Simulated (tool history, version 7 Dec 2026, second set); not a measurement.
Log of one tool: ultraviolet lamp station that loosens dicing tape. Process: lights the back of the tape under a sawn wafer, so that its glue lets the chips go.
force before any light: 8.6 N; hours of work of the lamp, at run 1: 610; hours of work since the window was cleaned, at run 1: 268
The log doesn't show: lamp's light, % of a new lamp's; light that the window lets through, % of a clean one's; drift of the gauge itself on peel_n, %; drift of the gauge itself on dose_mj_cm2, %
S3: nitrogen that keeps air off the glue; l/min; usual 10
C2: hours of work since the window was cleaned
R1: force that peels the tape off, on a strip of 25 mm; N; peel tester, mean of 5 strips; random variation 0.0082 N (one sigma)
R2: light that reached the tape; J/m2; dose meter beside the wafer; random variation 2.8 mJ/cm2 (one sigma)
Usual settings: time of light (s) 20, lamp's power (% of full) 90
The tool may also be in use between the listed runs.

{"run": 1, "hour": 0.0, "time of light (s)": 20, "lamp's power (% of full)": 90, "S3": 10, "hours of work of the lamp": 610, "C2": 268, "R1": 0.795, "R2": 2590}
{"run": 2, "hour": 14.6, "time of light (s)": 20, "lamp's power (% of full)": 90, "S3": 10, "hours of work of the lamp": 621, "C2": 278, "R1": 0.843, "R2": 2520}
{"run": 3, "hour": 38.9, "time of light (s)": 20, "lamp's power (% of full)": 90, "S3": 10, "hours of work of the lamp": 639, "C2": 297, "R1": 0.866, "R2": 2480}
{"run": 4, "hour": 57.2, "time of light (s)": 20, "lamp's power (% of full)": 90, "S3": 10, "hours of work of the lamp": 653, "C2": 310, "R1": 0.893, "R2": 2480}
{"run": 5, "hour": 79.1, "time of light (s)": 20, "lamp's power (% of full)": 90, "S3": 10, "hours of work of the lamp": 670, "C2": 327, "R1": 0.913, "R2": 2420}
{"run": 6, "hour": 97.2, "time of light (s)": 20, "lamp's power (% of full)": 99, "S3": 10, "hours of work of the lamp": 683, "C2": 340, "R1": 0.794, "R2": 2610}
{"run": 7, "hour": 119.5, "time of light (s)": 20, "lamp's power (% of full)": 99, "S3": 10, "hours of work of the lamp": 700, "C2": 357, "R1": 0.793, "R2": 2560}
{"run": 8, "hour": 135.5, "time of light (s)": 20, "lamp's power (% of full)": 99, "S3": 10, "hours of work of the lamp": 712, "C2": 369, "R1": 0.832, "R2": 2550}
{"run": 9, "hour": 151.4, "time of light (s)": 20, "lamp's power (% of full)": 90, "S3": 4, "hours of work of the lamp": 724, "C2": 381, "R1": 1.552, "R2": 2280}
{"run": 10, "hour": 172.5, "time of light (s)": 20, "lamp's power (% of full)": 90, "S3": 4, "hours of work of the lamp": 740, "C2": 397, "R1": 1.583, "R2": 2230}
{"run": 11, "hour": 199.2, "time of light (s)": 20, "lamp's power (% of full)": 82, "S3": 4, "hours of work of the lamp": 760, "C2": 417, "R1": 1.907, "R2": 2050}
{"run": 12, "hour": 217.6, "time of light (s)": 20, "lamp's power (% of full)": 82, "S3": 4, "hours of work of the lamp": 773, "C2": 431, "R1": 1.94, "R2": 1990}
{"run": 13, "hour": 230.5, "time of light (s)": 24, "lamp's power (% of full)": 85, "S3": 12, "hours of work of the lamp": 783, "C2": 440, "R1": 0.823, "R2": 2480}
{"hour": 234.1, "done": "lamp changed"}
{"run": 14, "hour": 259.7, "time of light (s)": 38, "lamp's power (% of full)": 94, "S3": 16, "hours of work of the lamp": 19, "C2": 461, "R1": 0.176, "R2": 6880}
{"run": 15, "hour": 281.2, "time of light (s)": 15, "lamp's power (% of full)": 88, "S3": 7, "hours of work of the lamp": 35, "C2": 478, "R1": 1.031, "R2": 2510}
{"run": 16, "hour": 296.2, "time of light (s)": 15, "lamp's power (% of full)": 88, "S3": 7, "hours of work of the lamp": 47, "C2": 489, "R1": 1.042, "R2": 2480}
{"run": 17, "hour": 312.2, "time of light (s)": 15, "lamp's power (% of full)": 88, "S3": 7, "hours of work of the lamp": 59, "C2": 501, "R1": 1.063, "R2": 2500}
{"run": 18, "hour": 324.1, "time of light (s)": 20, "lamp's power (% of full)": 62, "S3": 8, "hours of work of the lamp": 68, "C2": 510, "R1": 1.122, "R2": 2290}
{"run": 19, "hour": 348.7, "time of light (s)": 17, "lamp's power (% of full)": 97, "S3": 10, "hours of work of the lamp": 86, "C2": 528, "R1": 0.572, "R2": 3020}

The same runs without the tool's hidden state, with the same run-to-run variation:
run=1 R1=0.315 R2=4000
run=2 R1=0.329 R2=3950
run=3 R1=0.331 R2=3960
run=4 R1=0.327 R2=4000
run=5 R1=0.326 R2=3960
run=6 R1=0.283 R2=4340
run=7 R1=0.265 R2=4320
run=8 R1=0.282 R2=4350
run=9 R1=0.541 R2=3950
run=10 R1=0.539 R2=3930
run=11 R1=0.662 R2=3670
run=12 R1=0.662 R2=3630
run=13 R1=0.251 R2=4520
run=14 R1=0.173 R2=7870
run=15 R1=0.769 R2=2910
run=16 R1=0.764 R2=2890
run=17 R1=0.769 R2=2930
run=18 R1=0.803 R2=2710
run=19 R1=0.385 R2=3630
